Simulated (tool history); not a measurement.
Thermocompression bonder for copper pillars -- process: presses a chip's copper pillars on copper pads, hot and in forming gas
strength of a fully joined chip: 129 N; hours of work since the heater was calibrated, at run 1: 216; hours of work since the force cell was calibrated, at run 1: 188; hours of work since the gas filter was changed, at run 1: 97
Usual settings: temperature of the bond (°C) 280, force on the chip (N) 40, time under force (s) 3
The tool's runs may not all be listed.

run,hour,temperature of the bond (°C),force on the chip (N),time under force (s),hours of work since the heater was calibrated,hours of work since the force cell was calibrated,hours of work since the gas filter was changed,force that shears a chip off (N)
1,0.0,280,40,3,216,188,97,69.1
2,7.4,280,40,3,220,192,101,67.7
3,11.7,280,40,3,222,194,103,68.5
4,18.3,280,40,7,225,197,106,87.6
5,24.3,280,31,3,228,200,109,55.9
6,33.2,280,31,3,232,205,114,55.5
7,40.5,280,40,3,236,208,117,67.8
8,45.5,280,40,3,239,211,120,66.7
9,55.5,280,40,3,244,216,125,67.5
10,60.8,280,40,3,246,218,127,68.2
11,68.6,280,40,3,250,222,131,66.9
12,77.9,280,40,3,255,227,136,67.7
13,85.8,280,39,7,258,231,140,85.1
# hour 92.3: forming gas filter changed
14,94.3,255,36,9,262,235,1,65.5
15,98.3,255,36,9,264,237,3,64.9
# hour 100.6: force cell calibrated
16,104.5,255,36,9,267,2,5,65.8
17,111.4,274,30,7,270,5,9,70.2
18,116.1,274,30,7,272,8,11,69.7
19,121.9,274,30,7,275,11,14,70.7
20,129.5,252,30,2,279,14,18,30.0
# hour 136.1: force cell calibrated, once more
21,136.7,252,30,2,282,0,20,29.3
22,142.7,269,49,7,285,3,23,88.4
23,150.1,251,40,2,288,7,27,36.6
24,155.0,251,40,2,291,9,29,36.6

For some of the steps in force that shears a chip off (N) from one run to the next: how much would appear even if the tool had no hidden state, given the settings, what came in and random variation, and how much remains for the hidden state plus any gauge scatter that the measured result and the result without hidden state don't share?
Unlogged tool condition in this case: true temperature of the bond over the reading, C; force that reaches the chip, % of what is set; oxide that the forming gas leaves, % of the face; drift of the gauge itself on shear_n, %.
Run 13 -> 14: temperature of the bond (°C) 280 -> 255, force on the chip (N) 39 -> 36, time under force (s) 7 -> 9, forming gas filter changed. force that shears a chip off (N) -19.6: hidden state +3.5, all else -23.1.
Run 19 -> 20: temperature of the bond (°C) 274 -> 252, time under force (s) 7 -> 2. force that shears a chip off (N) -40.7: hidden state -1.3, all else -39.4.
Run 21 -> 22: temperature of the bond (°C) 252 -> 269, force on the chip (N) 30 -> 49, time under force (s) 2 -> 7. force that shears a chip off (N) +59.1: hidden state +0.9, all else +58.2.
Run 22 -> 23: temperature of the bond (°C) 269 -> 251, force on the chip (N) 49 -> 40, time under force (s) 7 -> 2. force that shears a chip off (N) -51.8: hidden state -0.6, all else -51.2.
